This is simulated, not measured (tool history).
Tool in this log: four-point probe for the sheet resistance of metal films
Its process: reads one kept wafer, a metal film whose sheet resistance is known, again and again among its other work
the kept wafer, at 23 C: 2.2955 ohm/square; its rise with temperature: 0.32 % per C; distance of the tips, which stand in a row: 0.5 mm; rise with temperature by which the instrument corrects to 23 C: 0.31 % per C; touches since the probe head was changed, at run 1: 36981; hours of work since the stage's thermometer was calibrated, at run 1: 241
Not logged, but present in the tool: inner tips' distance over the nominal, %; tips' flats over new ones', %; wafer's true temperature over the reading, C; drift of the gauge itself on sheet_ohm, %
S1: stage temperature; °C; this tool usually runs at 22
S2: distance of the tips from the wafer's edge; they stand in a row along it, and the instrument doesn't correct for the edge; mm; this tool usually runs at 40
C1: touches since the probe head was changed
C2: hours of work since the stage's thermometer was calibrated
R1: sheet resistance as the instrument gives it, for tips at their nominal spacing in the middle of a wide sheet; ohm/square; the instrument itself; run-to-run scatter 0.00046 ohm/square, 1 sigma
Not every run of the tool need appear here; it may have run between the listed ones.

run,hour,S1,S2,C1,C2,R1
1,0.0,22,40,36981,241,2.296345
2,18.6,22,63,37777,253,2.295760
3,40.6,22,40,38723,268,2.295706
4,58.0,22,40,39465,279,2.295574
5,70.2,22,40,39990,287,2.295101
6,79.3,34,40,40380,293,2.298231
7,92.4,34,40,40939,302,2.297436
8,109.8,22,8,41685,313,2.300630
9,128.4,22,40,42482,325,2.295289
10,143.2,22,40,43117,335,2.294681
11,155.5,22,36,43643,343,2.295277
12,167.5,22,36,44159,351,2.295548
13,176.7,19,15,44555,357,2.295276
14,187.2,19,15,45003,364,2.295915
15,200.6,21,68,45578,372,2.295287
16,222.6,21,68,46519,387,2.294498
17,232.2,21,68,46933,393,2.294477
18,243.7,21,5,47424,401,2.308247
19,258.4,21,5,48053,410,2.306648
20,277.7,21,5,48882,423,2.307147
21,297.4,21,5,49726,436,2.307532
22,316.1,21,5,50527,448,2.307747

Alternative continuations, all from the tool just after run 22; predict every row:
A,330.2,25,31,51132,457,?
B,330.2,19,30,51132,457,?
C,330.2,21,5,51132,457,?
D,330.2,27,16,51132,457,?
E,330.2,22,62,51132,457,?

run,R1
A,2.296748
B,2.294505
C,2.307482
D,2.296927
E,2.295063
With the hidden condition removed and each run's random variation left untouched, the same runs would have given:
run,R1
A,2.296835
B,2.294591
C,2.307569
D,2.297014
E,2.295150

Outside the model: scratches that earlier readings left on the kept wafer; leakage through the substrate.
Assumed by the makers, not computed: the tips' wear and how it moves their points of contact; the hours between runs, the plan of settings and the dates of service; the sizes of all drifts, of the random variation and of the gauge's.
